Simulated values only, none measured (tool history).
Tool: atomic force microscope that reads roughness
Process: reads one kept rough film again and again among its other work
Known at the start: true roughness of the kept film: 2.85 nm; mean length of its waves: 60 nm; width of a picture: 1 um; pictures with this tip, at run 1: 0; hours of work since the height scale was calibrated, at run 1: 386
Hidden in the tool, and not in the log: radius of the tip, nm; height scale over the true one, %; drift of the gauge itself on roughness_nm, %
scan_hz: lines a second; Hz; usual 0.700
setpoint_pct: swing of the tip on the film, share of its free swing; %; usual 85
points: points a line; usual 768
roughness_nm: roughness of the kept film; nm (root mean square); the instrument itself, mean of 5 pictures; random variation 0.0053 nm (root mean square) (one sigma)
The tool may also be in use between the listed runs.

run,hour,scan_hz,setpoint_pct,points,pictures with this tip,hours of work since the height scale was calibrated,roughness_nm
1,0.0,0.700,85,768,0,386,2.712
2,26.2,1.121,85,768,21,399,2.656
3,42.7,0.700,85,460,35,406,2.678
4,59.4,0.700,85,768,48,414,2.697
5,91.2,0.700,85,768,74,429,2.668
6,120.8,0.700,85,768,98,443,2.662
7,156.1,0.700,85,768,126,459,2.645
8,182.6,0.678,85,768,148,472,2.629
9,217.5,0.700,79,768,176,488,2.632
# hour 233.8: new tip fitted
10,254.2,0.700,79,768,16,505,2.727
11,285.6,0.700,84,768,41,520,2.689
12,313.9,0.700,84,768,64,533,2.687
13,330.9,0.574,85,768,78,541,2.683
14,355.0,0.574,85,768,97,552,2.671
15,384.7,0.700,85,706,121,566,2.663
16,412.5,0.739,85,768,144,579,2.631
17,437.8,0.739,85,281,164,591,2.619
18,457.0,0.739,85,792,180,600,2.613
# hour 469.9: new tip fitted
19,475.1,0.739,85,792,4,608,2.721
20,497.4,0.739,85,792,22,619,2.717
21,528.2,0.739,85,792,47,633,2.700
22,563.1,0.739,85,792,75,649,2.683
23,601.3,0.700,85,768,106,667,2.662
24,623.6,0.700,89,768,124,678,2.642
25,640.4,0.700,89,768,138,685,2.642
26,677.5,0.700,85,768,167,703,2.641
27,693.9,0.700,85,377,181,710,2.628
# hour 705.0: new tip fitted
28,733.2,0.700,85,377,23,729,2.719
29,762.5,0.700,85,620,47,742,2.706
30,791.4,3.679,72,620,70,756,2.583
31,822.3,3.679,72,620,95,770,2.577
32,851.5,3.679,72,620,119,784,2.565
33,887.1,3.679,72,620,147,800,2.547
34,913.9,0.700,82,768,169,813,2.657
35,935.8,1.488,62,768,187,823,2.670
# hour 939.1: new tip fitted
36,964.1,1.488,62,768,20,836,2.754
37,995.2,1.488,62,768,45,851,2.746
38,1024.2,3.893,81,811,69,864,2.482
39,1050.0,0.526,77,947,90,876,2.717
40,1074.7,1.391,71,606,109,888,2.677
41,1095.4,1.700,85,271,126,898,2.574
42,1115.6,0.700,83,768,142,907,2.666
43,1148.6,0.555,85,768,169,923,2.661
# hour 1173.3: new tip fitted
44,1174.5,0.639,81,434,1,934,2.751
45,1209.1,0.639,81,434,29,951,2.741
46,1243.8,0.639,81,434,57,967,2.735
47,1260.1,0.700,85,764,70,974,2.704
48,1286.2,0.700,78,338,91,987,2.714
49,1311.4,0.700,64,460,111,998,2.721
50,1343.4,0.700,64,460,137,1013,2.719
51,1378.6,1.154,62,378,166,1030,2.687
# hour 1406.5: new tip fitted
52,1407.0,0.700,56,299,0,1043,2.794

Forecast each of these 3 alternatives for the next run:
A,1425.4,0.568,56,402,15,1051,?
B,1425.4,0.700,56,369,15,1051,?
C,1425.4,0.714,76,485,15,1051,?

run,roughness_nm
A,2.806
B,2.799
C,2.761
Without the tool's hidden state the same runs would have given:
run,roughness_nm
A,2.755
B,2.748
C,2.711
